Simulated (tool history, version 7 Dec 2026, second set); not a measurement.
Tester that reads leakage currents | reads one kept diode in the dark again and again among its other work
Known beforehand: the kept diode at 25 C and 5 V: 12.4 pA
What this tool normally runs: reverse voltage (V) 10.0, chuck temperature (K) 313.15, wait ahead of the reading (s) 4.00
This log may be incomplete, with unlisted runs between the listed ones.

run,day,reverse voltage (V),chuck temperature (K),wait ahead of the reading (s),current that the tester gives (pA)
1,0.000,10.0,313.15,4.00,68.23
2,2.100,10.0,313.15,4.00,68.57
3,4.438,10.0,313.15,3.02,69.09
4,6.558,4.2,313.15,3.02,43.14
5,7.496,10.0,325.15,4.00,152.86
6,9.254,10.0,325.15,4.00,153.26
7,11.517,10.0,325.15,4.00,152.43
8,12.812,10.0,325.15,4.00,152.92
9,14.450,10.0,313.15,4.00,70.04
10,16.088,10.0,298.15,4.00,30.43
11,17.608,10.0,298.15,4.00,30.66
12,19.888,10.0,298.15,4.00,30.77
13,22.042,10.0,298.15,4.00,31.21
14,24.008,10.0,298.15,4.00,31.35
15,25.367,10.0,313.15,0.71,72.54
16,27.571,10.0,313.15,0.71,75.15
17,29.283,10.0,313.15,0.71,75.41
18,30.888,10.0,313.15,0.71,75.16
19,33.208,10.0,300.15,4.00,36.48
20,35.121,10.0,322.15,4.00,132.31
21,36.558,10.0,322.15,4.00,131.64
22,38.446,4.2,303.15,7.50,24.32
23,40.371,4.2,303.15,7.50,24.51
24,41.400,4.2,303.15,7.50,24.46
25,43.108,18.6,311.15,4.00,99.23
26,44.596,18.6,311.15,4.00,99.41
27,45.875,3.8,311.15,1.13,39.09
28,48.133,3.8,308.15,0.51,32.58
29,50.042,3.6,313.15,0.79,43.32
30,52.200,3.6,313.15,0.79,43.38
31,53.512,5.9,308.15,1.22,42.18
32,55.058,5.9,308.15,1.22,42.21
33,57.117,5.9,308.15,1.22,42.10
34,58.108,10.0,299.15,4.76,37.97
35,59.375,5.0,315.15,1.69,59.09
36,60.462,3.4,319.15,7.52,62.57
37,61.896,3.4,319.15,7.52,62.14
38,64.146,16.1,319.15,6.23,146.01
39,65.708,16.1,319.15,6.23,146.26
40,66.717,15.2,317.15,1.69,126.84

The log once held 1 entry between its listed runs, left out of this copy. Where does each go, and what is different about the tool's unlogged condition between the listed run before it and the listed run after it?
From run 15 to run 16: chuck's temperature calibrated (day 26.738)
  stray current of the dirty probe card, pA a volt: 1.518 -> 1.549; current scale over the true one, %: -0.59 -> -0.61; true chuck temperature over the reading, C: -0.61 -> -0.1
  what was measured, less what the result would be without the hidden state, current that the tester gives (pA): +11.74 -> +14.33
